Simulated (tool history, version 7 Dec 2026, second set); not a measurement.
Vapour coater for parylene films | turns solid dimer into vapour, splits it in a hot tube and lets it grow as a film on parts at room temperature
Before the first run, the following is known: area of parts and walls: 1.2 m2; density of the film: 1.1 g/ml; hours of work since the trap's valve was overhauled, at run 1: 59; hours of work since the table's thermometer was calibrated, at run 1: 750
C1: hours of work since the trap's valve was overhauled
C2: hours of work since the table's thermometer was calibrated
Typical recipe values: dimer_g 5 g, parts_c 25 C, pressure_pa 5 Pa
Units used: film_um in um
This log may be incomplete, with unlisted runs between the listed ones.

Run 1, day 0: usual settings; C1 59; C2 750. Result: film_um 2.18 um.
Run 2, day 0.571: usual settings; C1 71; C2 762. Result: film_um 2.18 um.
Run 3, day 1.296: usual settings; C1 86; C2 777. Result: film_um 2.14 um.
Run 4, day 2.321: usual settings but dimer_g 3 g; C1 108; C2 799. Result: film_um 1.29 um.
Run 5, day 3.238: usual settings; C1 128; C2 819. Result: film_um 2.12 um.
Run 6, day 3.858: usual settings; C1 141; C2 832. Result: film_um 2.12 um.
Run 7, day 4.621: usual settings; C1 157; C2 848. Result: film_um 2.11 um.
Run 8, day 5.625: usual settings; C1 179; C2 870. Result: film_um 2.08 um.
Run 9, day 6.146: usual settings; C1 190; C2 881. Result: film_um 2.07 um.
Run 10, day 7.025: usual settings; C1 209; C2 900. Result: film_um 2.05 um.
Run 11, day 7.804: usual settings; C1 225; C2 916. Result: film_um 2 um.
Run 12, day 8.679: usual settings but dimer_g 3 g; C1 244; C2 935. Result: film_um 1.21 um.
At day 9: trap's valve overhauled.
Run 13, day 9.562: usual settings; C1 12; C2 950. Result: film_um 2.23 um.
Run 14, day 10.212: usual settings; C1 26; C2 964. Result: film_um 2.17 um.
Run 15, day 11.117: usual settings; C1 45; C2 984. Result: film_um 2.17 um.
Run 16, day 12.075: usual settings but dimer_g 3 g, parts_c 30 C, pressure_pa 4.05 Pa; C1 66; C2 1004. Result: film_um 1.11 um.
Run 17, day 12.604: usual settings but dimer_g 6 g, parts_c 18 C, pressure_pa 9.54 Pa; C1 77; C2 1015. Result: film_um 3.05 um.
Run 18, day 13.392: usual settings but dimer_g 2 g, parts_c 21 C, pressure_pa 8.07 Pa; C1 94; C2 1032. Result: film_um 0.93 um.
At day 13.492: table's thermometer calibrated.
Run 19, day 14.212: usual settings but dimer_g 2 g; C1 110; C2 15. Result: film_um 0.82 um.
Run 20, day 14.792: usual settings but dimer_g 2 g; C1 123; C2 28. Result: film_um 0.82 um.
Run 21, day 15.712: usual settings but dimer_g 2 g; C1 142; C2 47. Result: film_um 0.9 um.
Run 22, day 16.55: usual settings but dimer_g 2 g, pressure_pa 5.63 Pa; C1 160; C2 65. Result: film_um 0.82 um.
Run 23, day 17.021: usual settings but dimer_g 2 g, pressure_pa 5.63 Pa; C1 170; C2 75. Result: film_um 0.82 um.
Run 24, day 17.6: usual settings but parts_c 22 C, pressure_pa 3.35 Pa; C1 183; C2 88. Result: film_um 2.5 um.
Run 25, day 18.267: usual settings but dimer_g 7 g, parts_c 27 C, pressure_pa 3.35 Pa; C1 197; C2 102. Result: film_um 2.86 um.
At day 18.65: table's thermometer calibrated, once more.
Run 26, day 19.325: usual settings but dimer_g 2 g, parts_c 20 C, pressure_pa 5.7 Pa; C1 219; C2 14. Result: film_um 1.03 um.
Run 27, day 20.088: usual settings but dimer_g 2 g, parts_c 20 C, pressure_pa 5.7 Pa; C1 235; C2 31. Result: film_um 1.03 um.
Run 28, day 20.55: usual settings but dimer_g 2 g, parts_c 20 C, pressure_pa 5.7 Pa; C1 245; C2 41. Result: film_um 1 um.
At day 20.783: trap's valve overhauled.
Run 29, day 21.25: usual settings but pressure_pa 4.36 Pa; C1 10; C2 52. Result: film_um 2.3 um.

Here are 4 independent what-if runs from the current tool condition. What would each one return?
Run A, day 22.021: usual settings but dimer_g 3 g, parts_c 20 C, pressure_pa 6.85 Pa; C1 26; C2 68. Result: film_um ?.
Run B, day 22.021: usual settings but dimer_g 4 g; C1 26; C2 68. Result: film_um ?.
Run C, day 22.021: usual settings but dimer_g 3 g, pressure_pa 2.77 Pa; C1 26; C2 68. Result: film_um ?.
Run D, day 22.021: usual settings but parts_c 19 C, pressure_pa 5.52 Pa; C1 26; C2 68. Result: film_um ?.

run  film_um
  A     1.54
  B     1.79
  C     1.48
  D     2.78
Take away the tool's hidden state, keep each run's random variation, and the runs would have read:
run  film_um
  A     1.56
  B     1.82
  C      1.5
  D     2.82
